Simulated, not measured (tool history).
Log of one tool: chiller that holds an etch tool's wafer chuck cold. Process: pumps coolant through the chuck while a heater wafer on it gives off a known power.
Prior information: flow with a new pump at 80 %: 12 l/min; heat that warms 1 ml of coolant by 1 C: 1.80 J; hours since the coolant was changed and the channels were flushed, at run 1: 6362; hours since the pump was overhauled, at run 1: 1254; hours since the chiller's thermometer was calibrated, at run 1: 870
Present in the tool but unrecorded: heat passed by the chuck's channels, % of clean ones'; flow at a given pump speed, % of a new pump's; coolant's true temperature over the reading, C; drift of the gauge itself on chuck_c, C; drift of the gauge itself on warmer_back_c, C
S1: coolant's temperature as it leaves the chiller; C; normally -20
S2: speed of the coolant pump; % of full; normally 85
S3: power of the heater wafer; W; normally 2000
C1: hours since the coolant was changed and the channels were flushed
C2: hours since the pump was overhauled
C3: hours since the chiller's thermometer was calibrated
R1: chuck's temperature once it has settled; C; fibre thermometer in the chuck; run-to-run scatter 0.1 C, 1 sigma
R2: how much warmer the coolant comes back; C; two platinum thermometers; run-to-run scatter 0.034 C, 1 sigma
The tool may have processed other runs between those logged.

run   hour   S1  S2    S3    C1    C2    C3    R1    R2
  1    0.0  -20  85  2000  6362  1254   870   3.0  5.34
  2   22.2  -20  62  2000  6385  1276   892   8.3  7.60
  3   37.9  -20  62  2000  6400  1292   908   8.3  7.58
  4   62.2  -20  62  2000  6425  1316   932   8.3  7.64
  5   99.5  -26  85  2000  6462  1354   969  -3.1  5.38
  6  125.3  -26  85  2000  6488  1379   995  -3.0  5.46
  7  154.1  -26  85  2000  6517  1408  1024  -3.0  5.38
  8  185.2  -20  85  1714  6548  1439  1055  -0.4  4.64
     189.3  -- chiller's thermometer calibrated
  9  214.0  -19  99  1714  6576  1467    25  -1.0  3.91
 10  230.5  -19  99  1714  6592  1484    41  -1.2  3.95
 11  267.5  -19  99  1714  6629  1521    78  -1.1  3.89
 12  293.0  -20  69  1322  6654  1546   104  -2.3  4.42
 13  330.2  -20  69  1322  6692  1583   141  -2.4  4.51
 14  366.7  -20  69  1322  6728  1620   177  -2.2  4.50
 15  387.1  -20  69  1821  6749  1640   198   4.4  6.21
     399.9  -- chiller's thermometer calibrated, once more
 16  426.3  -20  69  1821  6787  1678    26   4.3  6.18

Measured result minus the same run's result without the hidden state. Both carry the same run-to-run variation, though not necessarily the same gauge scatter:
run    R1     R2
  1  +3.4  +0.16
  2  +4.1  +0.24
  3  +4.1  +0.24
  4  +4.2  +0.25
  5  +3.5  +0.17
  6  +3.5  +0.17
  7  +3.6  +0.18
  8  +3.0  +0.16
  9  +2.9  +0.14
 10  +2.9  +0.13
 11  +2.9  +0.14
 12  +2.8  +0.16
 13  +2.9  +0.16
 14  +2.9  +0.16
 15  +4.0  +0.23
 16  +3.8  +0.23
